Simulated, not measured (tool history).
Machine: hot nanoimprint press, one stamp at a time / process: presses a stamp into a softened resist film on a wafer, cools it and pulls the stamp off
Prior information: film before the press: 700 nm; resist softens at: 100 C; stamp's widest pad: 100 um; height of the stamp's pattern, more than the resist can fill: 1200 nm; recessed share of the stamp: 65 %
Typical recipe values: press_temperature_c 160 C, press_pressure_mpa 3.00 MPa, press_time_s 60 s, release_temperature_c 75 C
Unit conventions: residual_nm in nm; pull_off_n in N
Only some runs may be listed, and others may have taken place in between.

run    hour  press_temperature_c  press_pressure_mpa  press_time_s  release_temperature_c  residual_nm  pull_off_n
  1     0.0                  160                3.00            60                     75        386.0         164
  2    48.7                  160                3.00            60                     75        385.9         168
  3   107.8                  160                3.00            60                     75        382.9         168
      121.5  -- press's hydraulic seals changed and the load cell set to zero
  4   166.4                  160                3.00            60                     75        379.5         169
  5   207.3                  160                3.00            60                     79        379.3         151
      250.2  -- stamp cleaned and given a new release coat
  6   256.0                  160                3.00            60                     75        379.7         129
  7   289.2                  160                3.00            60                     75        379.5         131
  8   323.5                  160                3.00            60                     75        379.6         131
  9   369.1                  160                3.00            60                     62        379.0         173
 10   401.9                  160                3.00            60                     62        378.0         176
 11   465.7                  160                3.00            60                     74        375.9         137
 12   521.1                  160                3.00            60                     74        377.0         144
 13   571.7                  160                3.00            60                     74        376.6         141
 14   636.4                  160                3.00            60                     74        376.2         139
 15   685.8                  160                3.27            60                     74        362.7         139
      731.5  -- plate thermocouple calibrated
 16   742.4                  160                4.16            60                     75        341.3         145
 17   787.8                  160                4.16            60                     75        340.9         147
 18   819.5                  160                3.00            57                     65        392.1         180
 19   866.9                  160                3.11            80                     75        342.4         150
 20   907.3                  156                4.72            36                     65        433.2         181
 21   966.7                  160                3.41            43                     63        409.1         192
 22  1020.6                  154                3.10            70                     67        428.1         177
 23  1073.1                  154                3.10            70                     67        426.5         181
 24  1125.6                  148                3.00           105                     75        453.6         155
 25  1161.7                  158                4.12            60                     75        359.8         154
 26  1192.2                  158                4.12            58                     75        362.8         154
 27  1233.8                  158                4.12            90                     77        309.3         150
 28  1275.5                  158                2.17            75                     69        418.5         185
 29  1328.2                  158                2.17            35                     74        512.8         166
 30  1380.4                  158                4.05            34                     61        433.1         223

4 options for the next run, each taken on its own from the tool as it stands now. Forecast them:
  A  1427.6                  152                3.95            34                     61            ?           ?
  B  1427.6                  160                3.00            39                     75            ?           ?
  C  1427.6                  158                3.90            34                     61            ?           ?
  D  1427.6                  157                3.00            60                     75            ?           ?

run  residual_nm  pull_off_n
  A        504.4         218
  B        434.5         162
  C        439.3         214
  D        413.7         159
Stripped of hidden state, with their random variation kept, the same runs would have yielded:
run  residual_nm  pull_off_n
  A        506.4         173
  B        437.5         130
  C        440.8         170
  D        417.2         127
